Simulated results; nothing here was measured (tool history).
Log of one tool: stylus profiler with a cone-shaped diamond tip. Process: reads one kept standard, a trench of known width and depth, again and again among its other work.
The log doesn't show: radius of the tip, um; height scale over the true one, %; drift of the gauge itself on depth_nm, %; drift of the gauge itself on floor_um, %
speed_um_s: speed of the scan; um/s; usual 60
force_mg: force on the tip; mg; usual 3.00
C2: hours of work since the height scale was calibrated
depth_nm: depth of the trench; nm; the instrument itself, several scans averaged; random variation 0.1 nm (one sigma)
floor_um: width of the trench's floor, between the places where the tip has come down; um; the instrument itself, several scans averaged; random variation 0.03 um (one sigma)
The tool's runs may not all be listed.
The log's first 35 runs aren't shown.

run 36 day=105.096 | speed_um_s=91 force_mg=3.03 | scans_with_this_tip=9818 C2=313 | depth_nm=508.63 floor_um=47.07
run 37 day=107.408 | speed_um_s=91 force_mg=3.03 | scans_with_this_tip=10013 C2=348 | depth_nm=508.66 floor_um=47.04
run 38 day=110.917 | speed_um_s=27 force_mg=1.06 | scans_with_this_tip=10309 C2=400 | depth_nm=504.25 floor_um=47.18
run 39 day=112.762 | speed_um_s=96 force_mg=5.10 | scans_with_this_tip=10464 C2=428 | depth_nm=512.30 floor_um=47.05
run 40 day=115.858 | speed_um_s=51 force_mg=5.45 | scans_with_this_tip=10725 C2=474 | depth_nm=512.65 floor_um=47.17
run 41 day=118.112 | speed_um_s=171 force_mg=1.03 | scans_with_this_tip=10915 C2=508 | depth_nm=504.11 floor_um=46.26
run 42 day=121.071 | speed_um_s=62 force_mg=8.79 | scans_with_this_tip=11165 C2=552 | depth_nm=517.43 floor_um=47.26
run 43 day=123.725 | speed_um_s=181 force_mg=8.33 | scans_with_this_tip=11388 C2=592 | depth_nm=516.80 floor_um=46.93
run 44 day=126.346 | speed_um_s=181 force_mg=8.33 | scans_with_this_tip=11609 C2=631 | depth_nm=516.97 floor_um=46.95
run 45 day=128.675 | speed_um_s=36 force_mg=3.69 | scans_with_this_tip=11805 C2=666 | depth_nm=509.92 floor_um=47.20

Forecast each of these 4 alternatives for the next run:
run A day=131.421 | speed_um_s=137 force_mg=7.47 | scans_with_this_tip=12037 C2=707 | depth_nm=? floor_um=?
run B day=131.421 | speed_um_s=124 force_mg=1.82 | scans_with_this_tip=12037 C2=707 | depth_nm=? floor_um=?
run C day=131.421 | speed_um_s=160 force_mg=1.28 | scans_with_this_tip=12037 C2=707 | depth_nm=? floor_um=?
run D day=131.421 | speed_um_s=154 force_mg=8.09 | scans_with_this_tip=12037 C2=707 | depth_nm=? floor_um=?

run=A depth_nm=515.58 floor_um=47.01
run=B depth_nm=505.99 floor_um=46.73
run=C depth_nm=504.66 floor_um=46.40
run=D depth_nm=516.47 floor_um=46.97
Without the tool's hidden state the same runs would have given:
run=A depth_nm=515.60 floor_um=47.03
run=B depth_nm=506.01 floor_um=46.75
run=C depth_nm=504.67 floor_um=46.42
run=D depth_nm=516.48 floor_um=46.99
